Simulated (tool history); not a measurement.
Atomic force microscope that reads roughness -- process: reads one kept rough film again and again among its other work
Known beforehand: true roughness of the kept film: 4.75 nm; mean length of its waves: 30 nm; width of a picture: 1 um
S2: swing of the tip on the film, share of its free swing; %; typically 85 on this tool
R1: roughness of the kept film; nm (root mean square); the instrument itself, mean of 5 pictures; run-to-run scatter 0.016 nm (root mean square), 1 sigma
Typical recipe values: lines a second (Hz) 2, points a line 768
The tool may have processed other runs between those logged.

Run 1, day 0: usual settings. Result: R1 3.709 nm (root mean square).
Run 2, day 1.175: usual settings but lines a second (Hz) 2.08. Result: R1 3.617 nm (root mean square).
Run 3, day 2.296: usual settings but lines a second (Hz) 2.08. Result: R1 3.578 nm (root mean square).
Run 4, day 3.108: usual settings but lines a second (Hz) 2.08. Result: R1 3.556 nm (root mean square).
Run 5, day 4.258: usual settings. Result: R1 3.541 nm (root mean square).
Run 6, day 4.967: usual settings but lines a second (Hz) 1.84. Result: R1 3.533 nm (root mean square).
Run 7, day 6.179: usual settings. Result: R1 3.462 nm (root mean square).
Run 8, day 7.267: usual settings. Result: R1 3.464 nm (root mean square).
Run 9, day 7.812: usual settings but S2 70 %. Result: R1 3.564 nm (root mean square).
Run 10, day 8.525: usual settings. Result: R1 3.413 nm (root mean square).
At day 9.029: new tip fitted.
Run 11, day 9.417: usual settings. Result: R1 3.869 nm (root mean square).
Run 12, day 10.142: usual settings. Result: R1 3.824 nm (root mean square).
Run 13, day 11.038: usual settings. Result: R1 3.823 nm (root mean square).
Run 14, day 12.117: usual settings but points a line 354. Result: R1 3.723 nm (root mean square).
Run 15, day 12.983: usual settings but S2 81 %. Result: R1 3.765 nm (root mean square).
Run 16, day 13.979: usual settings but S2 81 %. Result: R1 3.718 nm (root mean square).
Run 17, day 15.079: usual settings. Result: R1 3.617 nm (root mean square).
Run 18, day 15.888: usual settings but points a line 494. Result: R1 3.583 nm (root mean square).
At day 15.996: height scale calibrated on a step standard.
Run 19, day 16.454: usual settings but lines a second (Hz) 0.97. Result: R1 3.724 nm (root mean square).
Run 20, day 17.488: usual settings but points a line 681. Result: R1 3.509 nm (root mean square).
Run 21, day 18.242: usual settings but points a line 384. Result: R1 3.489 nm (root mean square).
Run 22, day 19.112: usual settings. Result: R1 3.476 nm (root mean square).
Run 23, day 20.029: usual settings. Result: R1 3.48 nm (root mean square).
At day 20.533: height scale calibrated on a step standard, once more.
Run 24, day 20.75: usual settings. Result: R1 3.429 nm (root mean square).
Run 25, day 22.017: usual settings. Result: R1 3.413 nm (root mean square).
At day 22.375: new tip fitted.
Run 26, day 22.575: usual settings but lines a second (Hz) 0.93, S2 66 %, points a line 857. Result: R1 4.21 nm (root mean square).
Run 27, day 23.142: usual settings but S2 65 %, points a line 500. Result: R1 4.106 nm (root mean square).
Run 28, day 24.279: usual settings but S2 65 %, points a line 500. Result: R1 4.024 nm (root mean square).
Run 29, day 25.517: usual settings but S2 65 %, points a line 500. Result: R1 4.008 nm (root mean square).
Run 30, day 26.367: usual settings but lines a second (Hz) 2.39, S2 69 %, points a line 470. Result: R1 3.886 nm (root mean square).
Run 31, day 27.542: usual settings but lines a second (Hz) 2.39, S2 69 %, points a line 470. Result: R1 3.866 nm (root mean square).
Run 32, day 28.379: usual settings but lines a second (Hz) 2.39, S2 59 %, points a line 851. Result: R1 3.886 nm (root mean square).
Run 33, day 29.546: usual settings but lines a second (Hz) 2.24, S2 71 %, points a line 595. Result: R1 3.715 nm (root mean square).
Run 34, day 30.25: usual settings but lines a second (Hz) 1.93, S2 75 %, points a line 980. Result: R1 3.71 nm (root mean square).
Run 35, day 30.858: usual settings but lines a second (Hz) 1.93, S2 75 %, points a line 980. Result: R1 3.678 nm (root mean square).
Run 36, day 31.388: usual settings but lines a second (Hz) 0.63, S2 58 %, points a line 980. Result: R1 3.826 nm (root mean square).
Run 37, day 32.546: usual settings but lines a second (Hz) 2.59, S2 61 %, points a line 420. Result: R1 3.67 nm (root mean square).
Run 38, day 33.338: usual settings but lines a second (Hz) 3.07, S2 71 %. Result: R1 3.542 nm (root mean square).
Run 39, day 34.079: usual settings but lines a second (Hz) 2.12, S2 60 %, points a line 355. Result: R1 3.651 nm (root mean square).
Run 40, day 34.904: usual settings but lines a second (Hz) 1.25, points a line 351. Result: R1 3.506 nm (root mean square).
At day 35.621: new tip fitted.
Run 41, day 35.621: usual settings but lines a second (Hz) 1.25, points a line 351. Result: R1 3.959 nm (root mean square).
Run 42, day 36.267: usual settings but S2 81 %. Result: R1 3.887 nm (root mean square).
Run 43, day 37.121: usual settings but S2 81 %. Result: R1 3.884 nm (root mean square).
Run 44, day 38.358: usual settings but S2 81 %. Result: R1 3.812 nm (root mean square).
Run 45, day 39.271: usual settings but S2 81 %. Result: R1 3.788 nm (root mean square).
Run 46, day 40.338: usual settings but S2 76 %, points a line 267. Result: R1 3.729 nm (root mean square).
Run 47, day 41.121: usual settings but lines a second (Hz) 1.86, points a line 287. Result: R1 3.636 nm (root mean square).
Run 48, day 41.742: usual settings but lines a second (Hz) 1.86, points a line 287. Result: R1 3.58 nm (root mean square).

Expected results for the next run?
Run 49, day 42.671: usual settings but lines a second (Hz) 1.08, S2 88 %, points a line 268. Result: R1 ?.

Run 49 came out at R1 3.664 nm (root mean square).
Take away the tool's hidden state, keep the run-to-run variation as it was, and the same run would have given R1 4.021 nm (root mean square).
